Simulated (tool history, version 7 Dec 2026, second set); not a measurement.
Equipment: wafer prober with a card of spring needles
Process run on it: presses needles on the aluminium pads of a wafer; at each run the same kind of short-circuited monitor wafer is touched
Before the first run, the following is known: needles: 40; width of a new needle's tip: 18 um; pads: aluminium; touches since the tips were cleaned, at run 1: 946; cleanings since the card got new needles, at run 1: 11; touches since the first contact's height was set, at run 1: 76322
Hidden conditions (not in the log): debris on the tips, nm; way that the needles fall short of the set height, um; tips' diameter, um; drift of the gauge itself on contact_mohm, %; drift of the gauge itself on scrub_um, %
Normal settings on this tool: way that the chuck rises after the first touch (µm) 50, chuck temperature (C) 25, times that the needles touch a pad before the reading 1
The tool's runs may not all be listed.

| run | hour | way that the chuck rises after the first touch (µm) | chuck temperature (C) | times that the needles touch a pad before the reading | touches since the tips were cleaned | cleanings since the card got new needles | touches since the first contact's height was set | resistance of one needle with its contact and lead (mohm) | way that a needle slides on the pad (µm) |
|---|---|---|---|---|---|---|---|---|---|
| 1 | 0 | 50 | 25 | 1 | 946 | 11 | 76322 | 228 | 12.03 |
|  | 13.6 | tips cleaned on abrasive film |
| 2 | 26 | 50 | 25 | 1 | 4860 | 12 | 86476 | 233 | 12 |
|  | 30.8 | tips cleaned on abrasive film |
|  | 48.6 | tips cleaned on abrasive film |
| 3 | 53.6 | 50 | 25 | 1 | 1976 | 14 | 97238 | 228 | 12.29 |
|  | 65.1 | tips cleaned on abrasive film |
| 4 | 75.6 | 50 | 25 | 1 | 4128 | 15 | 105844 | 230 | 12.22 |
|  | 82.2 | tips cleaned on abrasive film |
|  | 99.2 | tips cleaned on abrasive film |
| 5 | 110.1 | 50 | 25 | 1 | 4267 | 17 | 119299 | 226 | 12.06 |
|  | 115.3 | tips cleaned on abrasive film |
|  | 131.4 | tips cleaned on abrasive film |
| 6 | 140.5 | 49 | 25 | 1 | 3563 | 19 | 131139 | 227 | 11.83 |
|  | 149.8 | tips cleaned on abrasive film |
| 7 | 163.2 | 50 | 98 | 1 | 5248 | 20 | 140005 | 244 | 12.06 |
|  | 166.3 | tips cleaned on abrasive film |
|  | 182.6 | tips cleaned on abrasive film |
| 8 | 186.4 | 50 | 98 | 1 | 1503 | 22 | 149065 | 249 | 12.01 |
|  | 199.3 | tips cleaned on abrasive film |
| 9 | 208.4 | 50 | 98 | 1 | 3588 | 23 | 157653 | 248 | 12.05 |
|  | 216.9 | tips cleaned on abrasive film |
|  | 232.2 | tips cleaned on abrasive film |
| 10 | 232.2 | 50 | 98 | 1 | 0 | 25 | 166898 | 248 | 12 |
|  | 247.4 | tips cleaned on abrasive film |
| 11 | 252.9 | 54 | 74 | 1 | 2145 | 26 | 174992 | 237 | 13.15 |

4 options for the next run, each taken on its own from the tool as it stands now. Forecast them:
|  | 264.8 | tips cleaned on abrasive film |
|  | 281.2 | tips cleaned on abrasive film |
| A | 292.1 | 32 | 28 | 3 | 4258 | 28 | 190287 | ? | ? |
|  | 264.8 | tips cleaned on abrasive film |
|  | 281.2 | tips cleaned on abrasive film |
| B | 292.1 | 54 | 64 | 2 | 4258 | 28 | 190287 | ? | ? |
|  | 264.8 | tips cleaned on abrasive film |
|  | 281.2 | tips cleaned on abrasive film |
| C | 292.1 | 52 | 74 | 2 | 4258 | 28 | 190287 | ? | ? |
|  | 264.8 | tips cleaned on abrasive film |
|  | 281.2 | tips cleaned on abrasive film |
| D | 292.1 | 50 | 25 | 1 | 4258 | 28 | 190287 | ? | ? |

| run | resistance of one needle with its contact and lead (mohm) | way that a needle slides on the pad (µm) |
|---|---|---|
| A | 236 | 7.75 |
| B | 240 | 13.01 |
| C | 242 | 12.54 |
| D | 228 | 12.09 |
Stripped of hidden state, with their random variation kept, the same runs would have yielded:
| run | resistance of one needle with its contact and lead (mohm) | way that a needle slides on the pad (µm) |
|---|---|---|
| A | 236 | 7.76 |
| B | 239 | 13.02 |
| C | 242 | 12.56 |
| D | 228 | 12.1 |
